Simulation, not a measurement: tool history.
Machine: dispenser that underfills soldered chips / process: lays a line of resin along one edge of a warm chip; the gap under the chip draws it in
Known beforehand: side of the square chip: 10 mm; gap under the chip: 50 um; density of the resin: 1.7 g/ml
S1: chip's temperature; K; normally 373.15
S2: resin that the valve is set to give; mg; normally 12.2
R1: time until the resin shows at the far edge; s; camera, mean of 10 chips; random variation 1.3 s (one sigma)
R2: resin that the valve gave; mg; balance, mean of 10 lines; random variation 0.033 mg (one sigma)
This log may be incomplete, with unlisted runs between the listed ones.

| run | hour | S1 | S2 | R1 | R2 |
|---|---|---|---|---|---|
| 1 | 0.0 | 373.15 | 12.2 | 165.8 | 12.11 |
|  | 3.7 | new syringe of resin |
| 2 | 11.2 | 369.15 | 12.2 | 195.0 | 12.06 |
|  | 16.2 | new syringe of resin |
| 3 | 19.3 | 373.15 | 11.9 | 140.3 | 11.72 |
|  | 29.9 | new syringe of resin |
| 4 | 36.0 | 363.15 | 12.2 | 243.5 | 12.01 |
|  | 42.9 | new syringe of resin |
|  | 52.3 | dispensing valve cleaned and set on the balance |
| 5 | 52.3 | 373.15 | 11.3 | 170.0 | 11.27 |
|  | 57.0 | new syringe of resin |
| 6 | 63.4 | 373.15 | 11.8 | 156.4 | 11.80 |
|  | 69.6 | new syringe of resin |
| 7 | 73.7 | 373.15 | 11.8 | 149.8 | 11.75 |
|  | 83.0 | new syringe of resin |
| 8 | 90.1 | 373.15 | 11.8 | 165.6 | 11.67 |
|  | 96.3 | new syringe of resin |
| 9 | 105.2 | 373.15 | 12.4 | 170.5 | 12.28 |
|  | 108.9 | new syringe of resin |
| 10 | 119.8 | 373.15 | 12.4 | 180.5 | 12.16 |
|  | 122.0 | new syringe of resin |
|  | 124.3 | dispensing valve cleaned and set on the balance |
| 11 | 134.5 | 373.15 | 12.2 | 185.9 | 12.18 |
|  | 135.8 | new syringe of resin |
| 12 | 147.4 | 373.15 | 12.5 | 191.3 | 12.43 |
|  | 148.8 | new syringe of resin |
| 13 | 159.5 | 368.15 | 11.9 | 233.0 | 11.79 |
|  | 161.5 | new syringe of resin |
|  | 174.0 | new syringe of resin |
| 14 | 174.2 | 386.15 | 11.9 | 80.1 | 11.70 |
| 15 | 185.6 | 365.15 | 11.9 | 278.8 | 11.70 |
|  | 187.2 | new syringe of resin |
|  | 195.2 | dispensing valve cleaned and set on the balance |
|  | 200.9 | new syringe of resin |
| 16 | 202.4 | 359.15 | 15.3 | 264.8 | 15.19 |
|  | 214.2 | new syringe of resin |
| 17 | 214.2 | 359.15 | 15.3 | 257.5 | 15.18 |
| 18 | 224.1 | 373.15 | 15.7 | 176.4 | 15.51 |
|  | 227.7 | new syringe of resin |
| 19 | 236.1 | 373.15 | 15.7 | 165.3 | 15.43 |
|  | 241.2 | new syringe of resin |
| 20 | 243.4 | 373.15 | 15.7 | 141.2 | 15.42 |
|  | 254.7 | new syringe of resin |
| 21 | 254.9 | 373.15 | 15.7 | 135.5 | 15.42 |
| 22 | 262.5 | 365.15 | 15.6 | 241.0 | 15.26 |
|  | 266.0 | dispensing valve cleaned and set on the balance |
|  | 268.2 | new syringe of resin |
| 23 | 274.1 | 365.15 | 15.6 | 229.8 | 15.60 |
|  | 280.9 | new syringe of resin |
| 24 | 283.7 | 360.15 | 11.3 | 280.2 | 11.23 |

Some steps in R1, run to run, broken into two amounts with sign: the step expected even without the hidden condition (settings, incoming material, random variation), and the rest, left for the hidden condition together with whatever gauge scatter is not in both the measured and the hidden-condition-free result:
Hidden state present: resin's viscosity, % of fresh resin's; dose that the valve gives, % of what is set; true chip temperature over the reading, C; drift of the gauge itself on fill_s, %; drift of the gauge itself on given_mg, %.
Run 13 -> 14: S1 368.15 -> 386.15, new syringe of resin, new syringe of resin. R1 -152.9 s: hidden state -62.2, all else -90.7.
Run 14 -> 15: S1 386.15 -> 365.15. R1 +198.7 s: hidden state +85.6, all else +113.1.
Run 15 -> 16: S1 365.15 -> 359.15, S2 11.9 -> 15.3, new syringe of resin, dispensing valve cleaned and set on the balance, new syringe of resin. R1 -14.0 s: hidden state -69.3, all else +55.3.
